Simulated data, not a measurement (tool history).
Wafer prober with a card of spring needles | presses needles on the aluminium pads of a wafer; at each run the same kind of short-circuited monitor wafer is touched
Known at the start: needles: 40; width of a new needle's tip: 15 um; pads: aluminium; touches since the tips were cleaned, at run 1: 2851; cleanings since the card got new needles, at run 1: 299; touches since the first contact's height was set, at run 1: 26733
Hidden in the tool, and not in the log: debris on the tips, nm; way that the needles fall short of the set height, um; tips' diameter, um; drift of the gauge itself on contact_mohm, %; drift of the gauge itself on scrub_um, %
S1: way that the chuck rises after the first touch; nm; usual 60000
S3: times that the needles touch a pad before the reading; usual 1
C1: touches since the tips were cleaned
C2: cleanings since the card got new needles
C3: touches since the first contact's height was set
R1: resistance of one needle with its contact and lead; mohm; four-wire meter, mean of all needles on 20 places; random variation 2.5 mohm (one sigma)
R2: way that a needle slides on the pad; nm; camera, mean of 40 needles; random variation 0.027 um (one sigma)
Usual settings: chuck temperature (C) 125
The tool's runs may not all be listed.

Run 1, hour 0: usual settings; C1 2851; C2 299; C3 26733. Result: R1 502 mohm, R2 11390 nm.
At hour 3.7: tips cleaned on abrasive film.
At hour 12.9: tips cleaned on abrasive film.
At hour 22.1: tips cleaned on abrasive film.
At hour 31.3: tips cleaned on abrasive film.
At hour 38.6: tips cleaned on abrasive film.
At hour 47.8: tips cleaned on abrasive film.
At hour 57: tips cleaned on abrasive film.
At hour 64.4: tips cleaned on abrasive film.
At hour 64.7: height of the first contact set anew.
At hour 73.8: tips cleaned on abrasive film.
Run 2, hour 75.7: usual settings; C1 1130; C2 308; C3 6557. Result: R1 428 mohm, R2 11450 nm.
At hour 81.3: tips cleaned on abrasive film.
At hour 88.6: tips cleaned on abrasive film.
At hour 97.8: tips cleaned on abrasive film.
At hour 107: tips cleaned on abrasive film.
At hour 114.4: tips cleaned on abrasive film.
At hour 123.5: tips cleaned on abrasive film.
At hour 132.7: tips cleaned on abrasive film.
At hour 141.9: tips cleaned on abrasive film.
At hour 151.1: tips cleaned on abrasive film.
At hour 160.3: tips cleaned on abrasive film.
Run 3, hour 162.2: usual settings; C1 1177; C2 318; C3 57665. Result: R1 417 mohm, R2 11300 nm.
At hour 167.8: tips cleaned on abrasive film.
At hour 173.5: height of the first contact set anew.
At hour 177.2: tips cleaned on abrasive film.
At hour 184.6: tips cleaned on abrasive film.
At hour 193.8: tips cleaned on abrasive film.
At hour 203: tips cleaned on abrasive film.
At hour 212.1: tips cleaned on abrasive film.
At hour 221.3: tips cleaned on abrasive film.
Run 4, hour 228.5: usual settings; C1 4267; C2 325; C3 32492. Result: R1 531 mohm, R2 11400 nm.
At hour 230.4: tips cleaned on abrasive film.
At hour 239.6: tips cleaned on abrasive film.
At hour 246.9: tips cleaned on abrasive film.
At hour 256.1: tips cleaned on abrasive film.
At hour 265.3: tips cleaned on abrasive film.
At hour 272.6: tips cleaned on abrasive film.
At hour 281.8: tips cleaned on abrasive film.
At hour 282.1: height of the first contact set anew.
At hour 291.3: tips cleaned on abrasive film.
At hour 298.7: tips cleaned on abrasive film.
At hour 307.8: tips cleaned on abrasive film.
At hour 317: tips cleaned on abrasive film.
Run 5, hour 318.7: usual settings; C1 984; C2 336; C3 21610. Result: R1 408 mohm, R2 11420 nm.
At hour 326: tips cleaned on abrasive film.
At hour 333.4: tips cleaned on abrasive film.
At hour 342.6: tips cleaned on abrasive film.
At hour 351.8: tips cleaned on abrasive film.
At hour 359.1: tips cleaned on abrasive film.
At hour 368.3: tips cleaned on abrasive film.
At hour 377.5: tips cleaned on abrasive film.
Run 6, hour 378.4: usual settings; C1 529; C2 343; C3 56878. Result: R1 372 mohm, R2 11290 nm.
At hour 385.7: tips cleaned on abrasive film.
At hour 391.5: height of the first contact set anew.
At hour 395.2: tips cleaned on abrasive film.
At hour 404.4: tips cleaned on abrasive film.
At hour 411.8: tips cleaned on abrasive film.
At hour 420.9: tips cleaned on abrasive film.
At hour 430.1: tips cleaned on abrasive film.
At hour 439.3: tips cleaned on abrasive film.
At hour 446.7: tips cleaned on abrasive film.
Run 7, hour 452.3: usual settings; C1 3398; C2 351; C3 35965. Result: R1 538 mohm, R2 11290 nm.
At hour 454.3: tips cleaned on abrasive film.
At hour 463.4: tips cleaned on abrasive film.
At hour 472.6: tips cleaned on abrasive film.
At hour 481.8: tips cleaned on abrasive film.
At hour 489.2: tips cleaned on abrasive film.
At hour 497.9: tips cleaned on abrasive film.
Run 8, hour 497.9: usual settings but chuck temperature (C) 122; C1 0; C2 357; C3 62842. Result: R1 320 mohm, R2 11300 nm.
At hour 500: height of the first contact set anew.
At hour 507.4: tips cleaned on abrasive film.
At hour 514.7: tips cleaned on abrasive film.
At hour 523.9: tips cleaned on abrasive film.
At hour 533.1: tips cleaned on abrasive film.
At hour 542.3: tips cleaned on abrasive film.
At hour 549.7: tips cleaned on abrasive film.
At hour 558.8: tips cleaned on abrasive film.
At hour 568: tips cleaned on abrasive film.
At hour 577.2: tips cleaned on abrasive film.
Run 9, hour 584.2: usual settings but S1 75000 nm; C1 4217; C2 366; C3 49811. Result: R1 456 mohm, R2 14240 nm.
At hour 586.2: tips cleaned on abrasive film.
At hour 593.5: tips cleaned on abrasive film.
At hour 602.7: tips cleaned on abrasive film.
At hour 608.5: height of the first contact set anew.
At hour 612.2: tips cleaned on abrasive film.
At hour 621.4: tips cleaned on abrasive film.
At hour 628.7: tips cleaned on abrasive film.
At hour 637.9: tips cleaned on abrasive film.
Run 10, hour 644.1: usual settings but S1 75000 nm; C1 3702; C2 373; C3 21072. Result: R1 457 mohm, R2 14350 nm.
At hour 646: tips cleaned on abrasive film.
At hour 653.4: tips cleaned on abrasive film.
At hour 662.6: tips cleaned on abrasive film.
At hour 671.7: tips cleaned on abrasive film.
At hour 680.9: tips cleaned on abrasive film.
At hour 688.3: tips cleaned on abrasive film.
Run 11, hour 690.9: usual settings but S1 75000 nm; C1 1583; C2 379; C3 48708. Result: R1 418 mohm, R2 14180 nm.
At hour 696.5: tips cleaned on abrasive film.
At hour 705.7: tips cleaned on abrasive film.
At hour 714.8: tips cleaned on abrasive film.
At hour 717: height of the first contact set anew.
At hour 724.3: tips cleaned on abrasive film.
At hour 731.7: tips cleaned on abrasive film.
At hour 740.9: tips cleaned on abrasive film.
At hour 750: tips cleaned on abrasive film.
At hour 758.3: tips cleaned on abrasive film.
Run 12, hour 758.3: usual settings but S1 75000 nm; C1 0; C2 387; C3 24411. Result: R1 309 mohm, R2 14340 nm.
At hour 767.5: tips cleaned on abrasive film.
At hour 776.6: tips cleaned on abrasive film.
At hour 784: tips cleaned on abrasive film.
At hour 793.2: tips cleaned on abrasive film.
At hour 802.4: tips cleaned on abrasive film.
At hour 809.7: tips cleaned on abrasive film.
Run 13, hour 815.5: usual settings but S1 75000 nm; C1 3460; C2 393; C3 58267. Result: R1 465 mohm, R2 14220 nm.
At hour 817.4: tips cleaned on abrasive film.
At hour 825: height of the first contact set anew.
At hour 826.9: tips cleaned on abrasive film.
At hour 836.1: tips cleaned on abrasive film.
At hour 845.3: tips cleaned on abrasive film.
At hour 852.6: tips cleaned on abrasive film.
At hour 860: tips cleaned on abrasive film.
At hour 869.2: tips cleaned on abrasive film.
At hour 876.5: tips cleaned on abrasive film.
At hour 885.7: tips cleaned on abrasive film.
At hour 893.1: tips cleaned on abrasive film.
Run 14, hour 893.3: usual settings but S1 75000 nm; C1 107; C2 403; C3 40274. Result: R1 318 mohm, R2 14200 nm.
At hour 900.6: tips cleaned on abrasive film.
At hour 909.8: tips cleaned on abrasive film.
At hour 919: tips cleaned on abrasive film.
At hour 931: card fitted with new needles.
At hour 940.2: tips cleaned on abrasive film.
At hour 949.4: tips cleaned on abrasive film.
At hour 958.5: tips cleaned on abrasive film.
At hour 967.7: tips cleaned on abrasive film.
At hour 976.9: tips cleaned on abrasive film.
At hour 986.1: tips cleaned on abrasive film.
At hour 995.3: tips cleaned on abrasive film.
Run 15, hour 995.8: usual settings but S1 75000 nm; C1 297; C2 7; C3 38293. Result: R1 301 mohm, R2 14200 nm.
At hour 1003.1: tips cleaned on abrasive film.
At hour 1012.3: tips cleaned on abrasive film.
At hour 1021.5: tips cleaned on abrasive film.
At hour 1030.7: tips cleaned on abrasive film.
At hour 1038: tips cleaned on abrasive film.
At hour 1040.1: height of the first contact set anew.
Run 16, hour 1044: usual settings but S1 66000 nm; C1 3375; C2 12; C3 2290. Result: R1 366 mohm, R2 12690 nm.
At hour 1045.9: tips cleaned on abrasive film.
At hour 1053.2: tips cleaned on abrasive film.
At hour 1062.4: tips cleaned on abrasive film.
At hour 1069.8: tips cleaned on abrasive film.
At hour 1079: tips cleaned on abrasive film.
Run 17, hour 1085.3: usual settings but S1 66000 nm, chuck temperature (C) 107, S3 2; C1 3769; C2 17; C3 26679. Result: R1 333 mohm, R2 12530 nm.
At hour 1087.2: tips cleaned on abrasive film.
At hour 1096.4: tips cleaned on abrasive film.
At hour 1103.7: tips cleaned on abrasive film.
At hour 1112.9: tips cleaned on abrasive film.
At hour 1120.3: tips cleaned on abrasive film.
At hour 1129.5: tips cleaned on abrasive film.
At hour 1138.6: tips cleaned on abrasive film.
At hour 1147.8: tips cleaned on abrasive film.
At hour 1149.9: height of the first contact set anew.
At hour 1157.3: tips cleaned on abrasive film.
At hour 1166.5: tips cleaned on abrasive film.
Run 18, hour 1172.9: usual settings but S1 66000 nm, chuck temperature (C) 107, S3 2; C1 3828; C2 27; C3 13598. Result: R1 337 mohm, R2 12600 nm.
At hour 1174.8: tips cleaned on abrasive film.
At hour 1182.2: tips cleaned on abrasive film.
At hour 1191.3: tips cleaned on abrasive film.
At hour 1200.5: tips cleaned on abrasive film.
At hour 1209.7: tips cleaned on abrasive film.
At hour 1218.9: tips cleaned on abrasive film.
Run 19, hour 1221.8: usual settings but S1 54000 nm, chuck temperature (C) 109, S3 2; C1 1718; C2 33; C3 42455. Result: R1 341 mohm, R2 10220 nm.
At hour 1227.3: tips cleaned on abrasive film.
At hour 1236.5: tips cleaned on abrasive film.
At hour 1245.7: tips cleaned on abrasive film.
At hour 1254.8: tips cleaned on abrasive film.
At hour 1258.8: height of the first contact set anew.
At hour 1264.3: tips cleaned on abrasive film.
Run 20, hour 1265.8: usual settings but S1 48000 nm, chuck temperature (C) 109, S3 2; C1 878; C2 38; C3 4135. Result: R1 337 mohm, R2 9180 nm.

4 ways to go on from here, each from the tool as it stands after run 20. What would each give?
At hour 1273.2: tips cleaned on abrasive film.
At hour 1282.3: tips cleaned on abrasive film.
At hour 1291.5: tips cleaned on abrasive film.
At hour 1300.7: tips cleaned on abrasive film.
Run A, hour 1306.3: usual settings but chuck temperature (C) 93; C1 3331; C2 42; C3 28092. Result: R1 ?, R2 ?.
At hour 1273.2: tips cleaned on abrasive film.
At hour 1282.3: tips cleaned on abrasive film.
At hour 1291.5: tips cleaned on abrasive film.
At hour 1300.7: tips cleaned on abrasive film.
Run B, hour 1306.3: usual settings but S1 77000 nm, chuck temperature (C) 84; C1 3331; C2 42; C3 28092. Result: R1 ?, R2 ?.
At hour 1273.2: tips cleaned on abrasive film.
At hour 1282.3: tips cleaned on abrasive film.
At hour 1291.5: tips cleaned on abrasive film.
At hour 1300.7: tips cleaned on abrasive film.
Run C, hour 1306.3: usual settings but S1 68000 nm, S3 3; C1 3331; C2 42; C3 28092. Result: R1 ?, R2 ?.
At hour 1273.2: tips cleaned on abrasive film.
At hour 1282.3: tips cleaned on abrasive film.
At hour 1291.5: tips cleaned on abrasive film.
At hour 1300.7: tips cleaned on abrasive film.
Run D, hour 1306.3: usual settings but S1 65000 nm, chuck temperature (C) 29, S3 2; C1 3331; C2 42; C3 28092. Result: R1 ?, R2 ?.

run   R1     R2
  A  388  11410
  B  347  14630
  C  319  12890
  D  325  12400
Without the tool's hidden state the same runs would have given:
run   R1     R2
  A  274  11500
  B  271  14710
  C  287  12970
  D  258  12480

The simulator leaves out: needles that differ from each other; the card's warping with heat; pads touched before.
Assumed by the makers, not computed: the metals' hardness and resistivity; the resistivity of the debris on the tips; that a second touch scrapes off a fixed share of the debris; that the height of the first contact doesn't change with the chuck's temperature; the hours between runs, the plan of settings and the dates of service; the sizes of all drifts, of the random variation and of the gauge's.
